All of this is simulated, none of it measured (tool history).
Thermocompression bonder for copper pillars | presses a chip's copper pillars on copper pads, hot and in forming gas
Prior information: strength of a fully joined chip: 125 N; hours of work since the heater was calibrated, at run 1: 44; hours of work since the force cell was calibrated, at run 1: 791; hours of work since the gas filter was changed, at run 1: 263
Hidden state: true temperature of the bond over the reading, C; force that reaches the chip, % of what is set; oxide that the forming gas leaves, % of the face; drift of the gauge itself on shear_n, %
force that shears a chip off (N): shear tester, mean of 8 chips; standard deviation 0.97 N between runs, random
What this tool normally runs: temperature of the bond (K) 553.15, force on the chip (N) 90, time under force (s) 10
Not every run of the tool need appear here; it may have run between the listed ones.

run,day,temperature of the bond (K),force on the chip (N),time under force (s),hours of work since the heater was calibrated,hours of work since the force cell was calibrated,hours of work since the gas filter was changed,force that shears a chip off (N)
1,0,553.15,90,10,44,791,263,78.3
2,0.879,553.15,90,10,60,807,279,76.2
3,2.029,553.15,90,10,81,829,301,78.4
4,2.729,553.15,90,10,94,842,314,75.6
5,3.9,553.15,90,10,116,863,335,75.6
6,5.004,553.15,90,10,137,884,356,76.2
# day 5.179: force cell calibrated
7,5.812,553.15,90,10,150,12,370,75.8
8,6.788,549.15,56,19,169,30,388,64.4
# day 7.162: force cell calibrated, once more
9,7.375,553.15,59,10,178,4,397,59.2
10,8.4,553.15,58,10,197,23,416,57.2
11,9.342,579.15,94,15,215,40,434,103.8
# day 9.725: forming gas filter changed
12,9.888,579.15,94,15,225,50,3,114.6

Describe how what the log doesn't record of the tool's condition differs between the last listed run preceding each entry between runs and the first listed run following it.
In the gap between runs 6 and 7: force cell calibrated (day 5.179)
  true temperature of the bond over the reading, C: 1.9 -> 2; force that reaches the chip, % of what is set: 95.9 -> 93.7; oxide that the forming gas leaves, % of the face: 7.59 -> 7.86
  difference, measured minus the result without the unlogged condition, force that shears a chip off (N): -6.2 -> -7.5
In the gap between runs 8 and 9: force cell calibrated, once more (day 7.162)
  true temperature of the bond over the reading, C: 2.2 -> 2.4; force that reaches the chip, % of what is set: 93.6 -> 99.9; oxide that the forming gas leaves, % of the face: 8.23 -> 8.43
  difference, measured minus the result without the unlogged condition, force that shears a chip off (N): -6.7 -> -3.1
In the gap between runs 11 and 12: forming gas filter changed (day 9.725)
  true temperature of the bond over the reading, C: 2.8 -> 2.9; force that reaches the chip, % of what is set: 99.8 -> 99.7; oxide that the forming gas leaves, % of the face: 9.17 -> 0.59
  difference, measured minus the result without the unlogged condition, force that shears a chip off (N): -8.6 -> +1.3
